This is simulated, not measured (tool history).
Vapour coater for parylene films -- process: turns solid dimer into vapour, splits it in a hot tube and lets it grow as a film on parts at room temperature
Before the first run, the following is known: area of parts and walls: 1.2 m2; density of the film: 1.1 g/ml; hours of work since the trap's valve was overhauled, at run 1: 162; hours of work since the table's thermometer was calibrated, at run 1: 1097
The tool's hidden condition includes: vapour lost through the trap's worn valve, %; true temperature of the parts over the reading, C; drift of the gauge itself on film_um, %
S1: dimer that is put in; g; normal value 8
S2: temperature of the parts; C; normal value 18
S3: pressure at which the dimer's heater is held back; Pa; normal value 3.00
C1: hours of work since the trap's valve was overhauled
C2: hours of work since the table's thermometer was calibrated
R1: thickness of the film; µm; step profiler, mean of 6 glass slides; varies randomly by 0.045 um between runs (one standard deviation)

run   hour  S1  S2    S3   C1    C2    R1
  1    0.0   8  18  3.00  162  1097  4.89
  2   26.0   8  18  3.00  177  1112  4.96
  3   60.5   8  18  3.00  197  1132  5.03
  4  104.9   8  18  3.00  222  1157  5.00
  5  138.7   8  18  3.00  241  1176  4.96
  6  187.6   8  18  3.00  269  1204  5.00
  7  230.9   8  18  3.00  294  1229  4.93
  8  256.3   8  18  3.00  308  1243  4.99
  9  281.5   8  12  4.12  322  1257  5.74
 10  310.7   4  18  4.97  339  1274  2.22
 11  348.2   4  18  4.97  360  1295  2.22
 12  369.5   4  18  4.97  372  1308  2.24
 13  392.2   4  12  8.31  385  1320  2.61
 14  415.6   4  18  2.65  399  1334  2.47
 15  452.5   4  11  3.41  420  1355  2.87

What would each run have given without the hidden state, its run-to-run variation left as it was?
run    R1
  1  4.84
  2  4.92
  3  5.00
  4  4.98
  5  4.95
  6  5.01
  7  4.95
  8  5.02
  9  6.00
 10  2.25
 11  2.24
 12  2.27
 13  2.64
 14  2.51
 15  3.05

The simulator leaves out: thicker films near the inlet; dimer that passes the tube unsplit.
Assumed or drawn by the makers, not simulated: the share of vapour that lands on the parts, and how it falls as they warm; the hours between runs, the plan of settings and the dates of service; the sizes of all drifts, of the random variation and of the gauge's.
